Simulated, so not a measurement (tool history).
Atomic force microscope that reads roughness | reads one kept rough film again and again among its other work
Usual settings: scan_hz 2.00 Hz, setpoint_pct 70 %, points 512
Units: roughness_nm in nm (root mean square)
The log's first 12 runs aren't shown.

run,hour,scan_hz,setpoint_pct,points,pictures with this tip,hours of work since the height scale was calibrated,roughness_nm
13,81.1,2.00,70,512,185,309,0.460
14,87.4,2.00,70,512,192,313,0.455
15,93.7,2.00,70,512,199,318,0.451
16,98.5,2.00,70,512,205,321,0.446
17,106.3,0.78,70,865,213,326,0.474
18,111.1,2.21,70,865,219,329,0.450
19,120.5,2.00,64,512,229,335,0.451
20,127.1,2.00,64,512,237,340,0.448
21,132.2,2.00,64,512,242,343,0.449
22,139.1,2.00,57,879,250,348,0.462
# hour 143.3: new tip fitted
23,143.7,2.00,57,879,1,350,0.545
24,150.9,2.00,70,442,9,355,0.512
25,155.1,2.00,70,442,13,358,0.513
26,165.1,1.41,69,510,25,365,0.520
27,173.6,0.68,59,438,34,370,0.539
28,183.4,0.68,59,438,45,377,0.528
29,191.6,0.68,59,438,54,382,0.523
30,201.3,1.24,80,543,65,389,0.497

5 ways to go on from here, each from the tool as it stands after run 30. What would each give?
A,207.4,0.86,55,902,72,393,?
B,207.4,1.24,67,476,72,393,?
C,207.4,1.37,70,512,72,393,?
D,207.4,2.00,69,512,72,393,?
E,207.4,3.01,80,557,72,393,?

run,roughness_nm
A,0.536
B,0.508
C,0.503
D,0.499
E,0.455
Without the tool's hidden state the same runs would have given:
run,roughness_nm
A,0.569
B,0.540
C,0.535
D,0.530
E,0.484
